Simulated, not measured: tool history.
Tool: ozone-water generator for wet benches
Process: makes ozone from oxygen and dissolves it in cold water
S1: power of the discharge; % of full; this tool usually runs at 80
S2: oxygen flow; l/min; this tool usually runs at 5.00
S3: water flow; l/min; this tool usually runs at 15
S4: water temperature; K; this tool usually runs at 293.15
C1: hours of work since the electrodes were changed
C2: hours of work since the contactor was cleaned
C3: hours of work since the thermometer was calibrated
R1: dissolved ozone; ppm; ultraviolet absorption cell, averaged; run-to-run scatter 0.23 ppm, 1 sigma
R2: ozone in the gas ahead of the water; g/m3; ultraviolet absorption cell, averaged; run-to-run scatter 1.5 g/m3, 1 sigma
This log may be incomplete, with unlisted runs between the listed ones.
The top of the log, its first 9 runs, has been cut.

Run 10, hour 213.0: usual settings but S2 3.78 l/min, S3 11 l/min; C1 800; C2 3214; C3 505. Result: R1 40.9 ppm, R2 311.3 g/m3.
Run 11, hour 231.8: usual settings but S2 3.78 l/min, S3 11 l/min; C1 817; C2 3231; C3 522. Result: R1 41.2 ppm, R2 310.1 g/m3.
Run 12, hour 259.6: usual settings but S2 4.55 l/min; C1 843; C2 3257; C3 548. Result: R1 32.5 ppm, R2 284.2 g/m3.
At hour 266.4: contactor cleaned.
Run 13, hour 281.4: usual settings but S2 4.55 l/min; C1 859; C2 14; C3 565. Result: R1 31.7 ppm, R2 284.7 g/m3.
Run 14, hour 307.7: usual settings; C1 884; C2 38; C3 589. Result: R1 32.0 ppm, R2 272.2 g/m3.
Run 15, hour 331.9: usual settings; C1 906; C2 61; C3 611. Result: R1 31.9 ppm, R2 271.1 g/m3.
Run 16, hour 353.5: usual settings; C1 926; C2 81; C3 631. Result: R1 32.3 ppm, R2 271.1 g/m3.
Run 17, hour 376.3: usual settings but S1 90 % of full, S2 8.60 l/min, S3 10 l/min, S4 290.15 K; C1 947; C2 102; C3 652. Result: R1 47.2 ppm, R2 232.9 g/m3.
At hour 386.2: contactor cleaned, once more.
Run 18, hour 395.2: usual settings but S1 90 % of full, S2 8.60 l/min, S3 10 l/min, S4 290.15 K; C1 961; C2 8; C3 666. Result: R1 47.9 ppm, R2 234.7 g/m3.
Run 19, hour 425.4: usual settings but S1 90 % of full, S2 8.60 l/min, S3 11 l/min, S4 290.15 K; C1 989; C2 36; C3 694. Result: R1 45.9 ppm, R2 233.2 g/m3.
Run 20, hour 454.0: usual settings but S1 45 % of full, S3 9 l/min, S4 291.15 K; C1 1015; C2 63; C3 721. Result: R1 32.2 ppm, R2 178.9 g/m3.
Run 21, hour 472.0: usual settings but S3 24 l/min, S4 289.15 K; C1 1032; C2 79; C3 737. Result: R1 22.7 ppm, R2 271.7 g/m3.
Run 22, hour 502.2: usual settings but S2 7.08 l/min, S3 24 l/min, S4 289.15 K; C1 1060; C2 107; C3 765. Result: R1 23.9 ppm, R2 232.8 g/m3.
Run 23, hour 527.5: usual settings but S1 82 % of full, S2 2.96 l/min; C1 1083; C2 131; C3 789. Result: R1 31.8 ppm, R2 343.5 g/m3.
Run 24, hour 552.9: usual settings but S1 82 % of full, S2 5.57 l/min; C1 1107; C2 154; C3 812. Result: R1 33.7 ppm, R2 262.9 g/m3.
Run 25, hour 570.8: usual settings but S2 6.32 l/min, S3 16 l/min; C1 1124; C2 171; C3 829. Result: R1 32.0 ppm, R2 242.4 g/m3.
Run 26, hour 591.4: usual settings but S1 96 % of full, S3 21 l/min; C1 1143; C2 190; C3 848. Result: R1 28.2 ppm, R2 307.2 g/m3.
Run 27, hour 608.0: usual settings but S1 66 % of full, S3 23 l/min, S4 289.15 K; C1 1158; C2 205; C3 863. Result: R1 20.5 ppm, R2 235.5 g/m3.
Run 28, hour 636.4: usual settings but S1 66 % of full, S3 23 l/min, S4 289.15 K; C1 1184; C2 232; C3 890. Result: R1 20.3 ppm, R2 233.3 g/m3.
Run 29, hour 662.4: usual settings but S1 66 % of full, S3 23 l/min, S4 289.15 K; C1 1208; C2 256; C3 914. Result: R1 20.6 ppm, R2 236.0 g/m3.
Run 30, hour 691.6: usual settings but S1 53 % of full, S3 16 l/min; C1 1235; C2 283; C3 941. Result: R1 23.1 ppm, R2 202.4 g/m3.
Run 31, hour 708.6: usual settings but S1 53 % of full, S3 16 l/min; C1 1251; C2 298; C3 956. Result: R1 23.3 ppm, R2 201.4 g/m3.
Run 32, hour 739.2: usual settings but S1 53 % of full, S3 16 l/min; C1 1279; C2 327; C3 985. Result: R1 23.2 ppm, R2 201.2 g/m3.

Here are 3 independent what-if runs from the current tool condition. What would each one return?
Run A, hour 751.8: usual settings but S1 42 % of full, S2 3.78 l/min, S3 10 l/min; C1 1291; C2 338; C3 996. Result: R1 ?, R2 ?.
Run B, hour 751.8: usual settings but S1 58 % of full, S3 12 l/min; C1 1291; C2 338; C3 996. Result: R1 ?, R2 ?.
Run C, hour 751.8: usual settings but S1 79 % of full, S3 21 l/min, S4 299.15 K; C1 1291; C2 338; C3 996. Result: R1 ?, R2 ?.

run    R1     R2
  A  28.1  192.3
  B  31.0  214.6
  C  21.8  267.7
Without the tool's unlogged condition, the same runs would have read:
run    R1     R2
  A  29.0  197.6
  B  32.3  222.6
  C  23.0  280.4

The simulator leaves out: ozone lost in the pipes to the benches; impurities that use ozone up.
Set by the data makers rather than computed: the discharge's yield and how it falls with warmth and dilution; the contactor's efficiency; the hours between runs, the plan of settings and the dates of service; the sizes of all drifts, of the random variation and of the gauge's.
